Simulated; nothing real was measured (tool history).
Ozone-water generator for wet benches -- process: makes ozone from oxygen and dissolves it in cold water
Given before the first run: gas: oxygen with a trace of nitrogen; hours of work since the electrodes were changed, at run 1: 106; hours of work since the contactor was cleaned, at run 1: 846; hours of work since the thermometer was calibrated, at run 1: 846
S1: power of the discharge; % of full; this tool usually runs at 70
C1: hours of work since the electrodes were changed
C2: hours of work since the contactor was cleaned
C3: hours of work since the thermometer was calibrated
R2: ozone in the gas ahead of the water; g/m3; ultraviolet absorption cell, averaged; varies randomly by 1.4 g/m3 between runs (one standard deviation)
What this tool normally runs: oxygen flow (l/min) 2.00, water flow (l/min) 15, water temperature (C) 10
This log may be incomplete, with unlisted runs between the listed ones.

{"run": 1, "hour": 0.0, "S1": 70, "oxygen flow (l/min)": 2.0, "water flow (l/min)": 15, "water temperature (C)": 10, "C1": 106, "C2": 846, "C3": 846, "dissolved ozone (ppm)": 15.7, "R2": 247.8}
{"run": 2, "hour": 30.2, "S1": 70, "oxygen flow (l/min)": 2.0, "water flow (l/min)": 15, "water temperature (C)": 10, "C1": 135, "C2": 876, "C3": 876, "dissolved ozone (ppm)": 15.5, "R2": 249.3}
{"run": 3, "hour": 87.5, "S1": 70, "oxygen flow (l/min)": 2.0, "water flow (l/min)": 15, "water temperature (C)": 10, "C1": 190, "C2": 931, "C3": 931, "dissolved ozone (ppm)": 15.7, "R2": 248.4}
{"run": 4, "hour": 145.2, "S1": 70, "oxygen flow (l/min)": 2.0, "water flow (l/min)": 15, "water temperature (C)": 10, "C1": 246, "C2": 987, "C3": 987, "dissolved ozone (ppm)": 15.6, "R2": 248.3}
{"run": 5, "hour": 180.1, "S1": 70, "oxygen flow (l/min)": 2.0, "water flow (l/min)": 11, "water temperature (C)": 10, "C1": 280, "C2": 1020, "C3": 1020, "dissolved ozone (ppm)": 20.8, "R2": 250.0}
{"run": 6, "hour": 226.7, "S1": 70, "oxygen flow (l/min)": 2.0, "water flow (l/min)": 11, "water temperature (C)": 10, "C1": 325, "C2": 1066, "C3": 1066, "dissolved ozone (ppm)": 20.6, "R2": 250.4}
{"run": 7, "hour": 259.6, "S1": 70, "oxygen flow (l/min)": 2.0, "water flow (l/min)": 11, "water temperature (C)": 10, "C1": 357, "C2": 1097, "C3": 1097, "dissolved ozone (ppm)": 20.8, "R2": 248.9}
{"run": 8, "hour": 317.3, "S1": 70, "oxygen flow (l/min)": 2.0, "water flow (l/min)": 11, "water temperature (C)": 10, "C1": 412, "C2": 1153, "C3": 1153, "dissolved ozone (ppm)": 20.8, "R2": 246.9}
{"run": 9, "hour": 351.5, "S1": 70, "oxygen flow (l/min)": 2.0, "water flow (l/min)": 14, "water temperature (C)": 10, "C1": 445, "C2": 1186, "C3": 1186, "dissolved ozone (ppm)": 16.6, "R2": 246.8}
{"run": 10, "hour": 406.4, "S1": 70, "oxygen flow (l/min)": 2.0, "water flow (l/min)": 14, "water temperature (C)": 10, "C1": 499, "C2": 1239, "C3": 1239, "dissolved ozone (ppm)": 16.4, "R2": 243.0}
{"run": 11, "hour": 447.5, "S1": 70, "oxygen flow (l/min)": 2.0, "water flow (l/min)": 14, "water temperature (C)": 10, "C1": 538, "C2": 1279, "C3": 1279, "dissolved ozone (ppm)": 16.5, "R2": 246.8}
{"run": 12, "hour": 494.7, "S1": 70, "oxygen flow (l/min)": 2.0, "water flow (l/min)": 14, "water temperature (C)": 10, "C1": 584, "C2": 1324, "C3": 1324, "dissolved ozone (ppm)": 16.2, "R2": 247.0}
{"run": 13, "hour": 538.8, "S1": 70, "oxygen flow (l/min)": 2.0, "water flow (l/min)": 15, "water temperature (C)": 10, "C1": 627, "C2": 1367, "C3": 1367, "dissolved ozone (ppm)": 15.2, "R2": 246.4}
{"run": 14, "hour": 593.9, "S1": 70, "oxygen flow (l/min)": 2.0, "water flow (l/min)": 11, "water temperature (C)": 10, "C1": 680, "C2": 1420, "C3": 1420, "dissolved ozone (ppm)": 20.5, "R2": 245.9}
{"run": 15, "hour": 644.0, "S1": 70, "oxygen flow (l/min)": 2.0, "water flow (l/min)": 11, "water temperature (C)": 18, "C1": 728, "C2": 1469, "C3": 1469, "dissolved ozone (ppm)": 18.8, "R2": 244.9}
{"run": 16, "hour": 715.0, "S1": 70, "oxygen flow (l/min)": 1.93, "water flow (l/min)": 13, "water temperature (C)": 10, "C1": 797, "C2": 1537, "C3": 1537, "dissolved ozone (ppm)": 17.1, "R2": 246.7}
{"run": 17, "hour": 744.4, "S1": 70, "oxygen flow (l/min)": 1.93, "water flow (l/min)": 13, "water temperature (C)": 10, "C1": 825, "C2": 1566, "C3": 1566, "dissolved ozone (ppm)": 17.1, "R2": 247.5}
{"run": 18, "hour": 788.2, "S1": 70, "oxygen flow (l/min)": 2.34, "water flow (l/min)": 13, "water temperature (C)": 10, "C1": 867, "C2": 1608, "C3": 1608, "dissolved ozone (ppm)": 18.3, "R2": 230.1}
{"run": 19, "hour": 844.9, "S1": 62, "oxygen flow (l/min)": 2.34, "water flow (l/min)": 16, "water temperature (C)": 10, "C1": 922, "C2": 1663, "C3": 1663, "dissolved ozone (ppm)": 13.6, "R2": 206.3}
{"run": 20, "hour": 882.3, "S1": 72, "oxygen flow (l/min)": 1.56, "water flow (l/min)": 17, "water temperature (C)": 15, "C1": 958, "C2": 1699, "C3": 1699, "dissolved ozone (ppm)": 11.9, "R2": 270.8}
{"run": 21, "hour": 915.6, "S1": 49, "oxygen flow (l/min)": 1.56, "water flow (l/min)": 17, "water temperature (C)": 6, "C1": 991, "C2": 1731, "C3": 1731, "dissolved ozone (ppm)": 9.0, "R2": 197.1}
{"run": 22, "hour": 969.5, "S1": 69, "oxygen flow (l/min)": 3.48, "water flow (l/min)": 13, "water temperature (C)": 7, "C1": 1043, "C2": 1783, "C3": 1783, "dissolved ozone (ppm)": 21.1, "R2": 194.9}
{"run": 23, "hour": 1015.8, "S1": 69, "oxygen flow (l/min)": 3.48, "water flow (l/min)": 13, "water temperature (C)": 7, "C1": 1087, "C2": 1828, "C3": 1828, "dissolved ozone (ppm)": 21.2, "R2": 196.7}
{"run": 24, "hour": 1081.7, "S1": 69, "oxygen flow (l/min)": 3.48, "water flow (l/min)": 13, "water temperature (C)": 7, "C1": 1151, "C2": 1892, "C3": 1892, "dissolved ozone (ppm)": 20.7, "R2": 196.5}
{"run": 25, "hour": 1116.2, "S1": 69, "oxygen flow (l/min)": 3.48, "water flow (l/min)": 13, "water temperature (C)": 7, "C1": 1184, "C2": 1925, "C3": 1925, "dissolved ozone (ppm)": 20.7, "R2": 195.3}
{"run": 26, "hour": 1173.1, "S1": 91, "oxygen flow (l/min)": 2.71, "water flow (l/min)": 15, "water temperature (C)": 7, "C1": 1239, "C2": 1980, "C3": 1980, "dissolved ozone (ppm)": 21.3, "R2": 270.8}
{"run": 27, "hour": 1239.2, "S1": 70, "oxygen flow (l/min)": 1.11, "water flow (l/min)": 15, "water temperature (C)": 10, "C1": 1303, "C2": 2044, "C3": 2044, "dissolved ozone (ppm)": 11.4, "R2": 295.8}
{"run": 28, "hour": 1296.0, "S1": 70, "oxygen flow (l/min)": 1.11, "water flow (l/min)": 15, "water temperature (C)": 10, "C1": 1358, "C2": 2099, "C3": 2099, "dissolved ozone (ppm)": 11.5, "R2": 298.8}

Here are 5 independent what-if runs from the current tool condition. What would each one return?
{"run": "A", "hour": 1347.2, "S1": 47, "oxygen flow (l/min)": 2.0, "water flow (l/min)": 14, "water temperature (C)": 10, "C1": 1408, "C2": 2148, "C3": 2148, "dissolved ozone (ppm)": "?", "R2": "?"}
{"run": "B", "hour": 1347.2, "S1": 47, "oxygen flow (l/min)": 2.06, "water flow (l/min)": 15, "water temperature (C)": 10, "C1": 1408, "C2": 2148, "C3": 2148, "dissolved ozone (ppm)": "?", "R2": "?"}
{"run": "C", "hour": 1347.2, "S1": 70, "oxygen flow (l/min)": 1.11, "water flow (l/min)": 23, "water temperature (C)": 9, "C1": 1408, "C2": 2148, "C3": 2148, "dissolved ozone (ppm)": "?", "R2": "?"}
{"run": "D", "hour": 1347.2, "S1": 79, "oxygen flow (l/min)": 2.0, "water flow (l/min)": 15, "water temperature (C)": 7, "C1": 1408, "C2": 2148, "C3": 2148, "dissolved ozone (ppm)": "?", "R2": "?"}
{"run": "E", "hour": 1347.2, "S1": 70, "oxygen flow (l/min)": 2.0, "water flow (l/min)": 15, "water temperature (C)": 17, "C1": 1408, "C2": 2148, "C3": 2148, "dissolved ozone (ppm)": "?", "R2": "?"}

run=A dissolved_ozone_(ppm)=11.2 R2=169.6
run=B dissolved_ozone_(ppm)=10.6 R2=169.8
run=C dissolved_ozone_(ppm)=7.0 R2=297.6
run=D dissolved_ozone_(ppm)=16.7 R2=264.8
run=E dissolved_ozone_(ppm)=13.7 R2=241.5
Had the tool no hidden state, the same runs would have come out as:
run=A dissolved_ozone_(ppm)=12.1 R2=174.6
run=B dissolved_ozone_(ppm)=11.4 R2=174.8
run=C dissolved_ozone_(ppm)=7.7 R2=310.9
run=D dissolved_ozone_(ppm)=18.3 R2=278.0
run=E dissolved_ozone_(ppm)=15.0 R2=252.3
